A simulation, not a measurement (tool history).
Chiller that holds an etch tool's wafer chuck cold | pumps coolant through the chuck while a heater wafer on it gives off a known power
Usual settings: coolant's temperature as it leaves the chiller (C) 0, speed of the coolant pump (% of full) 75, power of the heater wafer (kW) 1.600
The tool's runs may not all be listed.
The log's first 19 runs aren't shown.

run	hour	coolant's temperature as it leaves the chiller (C)	speed of the coolant pump (% of full)	power of the heater wafer (kW)	hours since the coolant was changed and the channels were flushed	hours since the pump was overhauled	hours since the chiller's thermometer was calibrated	chuck's temperature once it has settled (C)	how much warmer the coolant comes back (C)
20	1845.9	8	73	0.814	1655	2796	635	15.3	3.89
21	1950.8	6	65	0.829	1760	2901	740	14.0	4.50
22	2061.3	6	65	0.829	1870	3011	850	14.2	4.42
23	2192.7	6	85	1.117	2002	3143	982	14.4	4.72
24	2314.1	6	85	0.927	2123	3264	1103	13.1	3.87
25	2438.3	-10	63	1.600	2247	3388	1227	6.5	8.92
26	2569.9	-10	63	1.600	2379	3520	1359	6.4	9.03
27	2667.7	-7	90	1.600	2477	3618	1457	4.7	6.33

Run 28 comes next. What will it give?
28	2751.9	0	88	1.344	2561	3702	1541	?	?

{"run 28": {"chuck's temperature once it has settled (C)": 9.9, "how much warmer the coolant comes back (C)": 5.42}}
Without the tool's hidden state the same run would have given chuck's temperature once it has settled (C) 9.1, how much warmer the coolant comes back (C) 5.07.
